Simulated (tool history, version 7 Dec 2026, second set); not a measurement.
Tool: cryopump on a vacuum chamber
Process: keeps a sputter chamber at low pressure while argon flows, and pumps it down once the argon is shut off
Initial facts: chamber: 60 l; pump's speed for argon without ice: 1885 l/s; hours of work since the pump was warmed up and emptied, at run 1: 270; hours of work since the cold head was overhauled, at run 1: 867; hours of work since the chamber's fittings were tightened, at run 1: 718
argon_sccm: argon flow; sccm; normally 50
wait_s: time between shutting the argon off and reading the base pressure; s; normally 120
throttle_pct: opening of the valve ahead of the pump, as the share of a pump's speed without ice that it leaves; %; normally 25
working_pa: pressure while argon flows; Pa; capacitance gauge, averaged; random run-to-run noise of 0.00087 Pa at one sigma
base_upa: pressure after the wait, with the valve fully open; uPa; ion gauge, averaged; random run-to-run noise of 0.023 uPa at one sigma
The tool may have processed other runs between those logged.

run     day  argon_sccm  wait_s  throttle_pct  hours of work since the pump was warmed up and emptied  hours of work since the cold head was overhauled  hours of work since the chamber's fittings were tightened  working_pa  base_upa
  1   0.000          50     120            25                                                     270                                               867                                                        718      0.1874      0.99
  2   1.621          50     120            25                                                     295                                               892                                                        744      0.1858      0.99
  3   3.379          50     120            25                                                     323                                               920                                                        771      0.1876      1.03
  4   5.279          50     120            25                                                     353                                               950                                                        801      0.1877      1.07
  5   6.554          50     120            25                                                     373                                               970                                                        822      0.1869      1.07
  6   8.275          50     120            52                                                     401                                               998                                                        849      0.0956      1.04
  7   9.358          50     120            52                                                     418                                              1015                                                        866      0.0957      1.08
  8  11.442          29     120            25                                                     451                                              1048                                                        899      0.1088      1.11
  9  13.158          29     120            25                                                     478                                              1075                                                        926      0.1101      1.10
 10  14.654          29     120            25                                                     502                                              1099                                                        950      0.1125      1.14
 11  16.238          50      29            25                                                     527                                              1124                                                        975      0.1942      2.94
 12  18.325          50      29            25                                                     560                                              1157                                                       1008      0.1926      2.92
     18.988  -- pump warmed up, emptied and cooled again
 13  19.679          50     225            19                                                      11                                              1175                                                       1026      0.2362      0.82
 14  20.821          50     225            19                                                      29                                              1193                                                       1044      0.2371      0.75
 15  22.962          50     225            19                                                      63                                              1227                                                       1078      0.2395      0.82
 16  24.742          90     120            24                                                      91                                              1255                                                       1106      0.3426      1.05
 17  26.458          52     120            21                                                     118                                              1282                                                       1133      0.2271      1.08
 18  28.075          34     120            54                                                     144                                              1308                                                       1159      0.0585      1.15
 19  29.271          61     120            21                                                     163                                              1327                                                       1178      0.2675      1.13
 20  30.925          61     120            21                                                     189                                              1353                                                       1204      0.2659      1.14
 21  33.208          61     120            21                                                     225                                              1389                                                       1240      0.2684      1.15
 22  35.271          37     120            28                                                     258                                              1422                                                       1273      0.1225      1.21
 23  37.183          50      46            25                                                     288                                              1452                                                       1303      0.1853      2.08

Each row is a separate what-if for the run after 23, all from the same tool condition, not one after another. Results?
  A  38.162          50     119            25                                                     304                                              1468                                                       1319           ?         ?
  B  38.162          50     120            16                                                     304                                              1468                                                       1319           ?         ?
  C  38.162          40     171            42                                                     304                                              1468                                                       1319           ?         ?
  D  38.162          61     137            48                                                     304                                              1468                                                       1319           ?         ?
  E  38.162          53      26            24                                                     304                                              1468                                                       1319           ?         ?

run  working_pa  base_upa
  A      0.1866      1.24
  B      0.2880      1.21
  C      0.0905      1.04
  D      0.1231      1.13
  E      0.2062      3.24
What these runs would have given with no unlogged condition in the tool:
run  working_pa  base_upa
  A      0.1790      0.75
  B      0.2804      0.72
  C      0.0844      0.54
  D      0.1139      0.63
  E      0.1982      2.74
